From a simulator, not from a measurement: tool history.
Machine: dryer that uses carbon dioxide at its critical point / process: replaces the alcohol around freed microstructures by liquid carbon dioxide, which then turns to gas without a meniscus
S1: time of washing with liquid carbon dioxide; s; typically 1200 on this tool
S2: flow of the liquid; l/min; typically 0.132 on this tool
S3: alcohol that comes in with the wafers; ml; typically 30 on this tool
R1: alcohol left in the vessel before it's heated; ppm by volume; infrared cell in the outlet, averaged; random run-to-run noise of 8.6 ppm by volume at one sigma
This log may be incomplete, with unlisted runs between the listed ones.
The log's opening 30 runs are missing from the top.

| run | hour | S1 | S2 | S3 | R1 |
|---|---|---|---|---|---|
| 31 | 277.4 | 1440 | 0.149 | 86 | 333 |
| 32 | 285.9 | 960 | 0.21 | 69 | 375 |
| 33 | 298.2 | 960 | 0.21 | 69 | 375 |
| 34 | 306.9 | 1560 | 0.129 | 30 | 197 |
| 35 | 318.2 | 1620 | 0.132 | 36 | 183 |
| 36 | 323.8 | 1620 | 0.132 | 36 | 177 |
| 37 | 331.3 | 1020 | 0.132 | 26 | 993 |
| 38 | 338.4 | 1020 | 0.132 | 26 | 1020 |
| 39 | 344.2 | 1020 | 0.132 | 26 | 986 |

Here are 4 independent what-if runs from the current tool condition. What would each one return?
| A | 356.9 | 1140 | 0.109 | 41 | ? |
| B | 356.9 | 1200 | 0.132 | 85 | ? |
| C | 356.9 | 900 | 0.108 | 83 | ? |
| D | 356.9 | 1500 | 0.173 | 99 | ? |

| run | R1 |
|---|---|
| A | 2012 |
| B | 1563 |
| C | 9141 |
| D | 143 |
Had the tool no hidden state, the same runs would have come out as:
| run | R1 |
|---|---|
| A | 1749 |
| B | 1305 |
| C | 8329 |
| D | 66 |

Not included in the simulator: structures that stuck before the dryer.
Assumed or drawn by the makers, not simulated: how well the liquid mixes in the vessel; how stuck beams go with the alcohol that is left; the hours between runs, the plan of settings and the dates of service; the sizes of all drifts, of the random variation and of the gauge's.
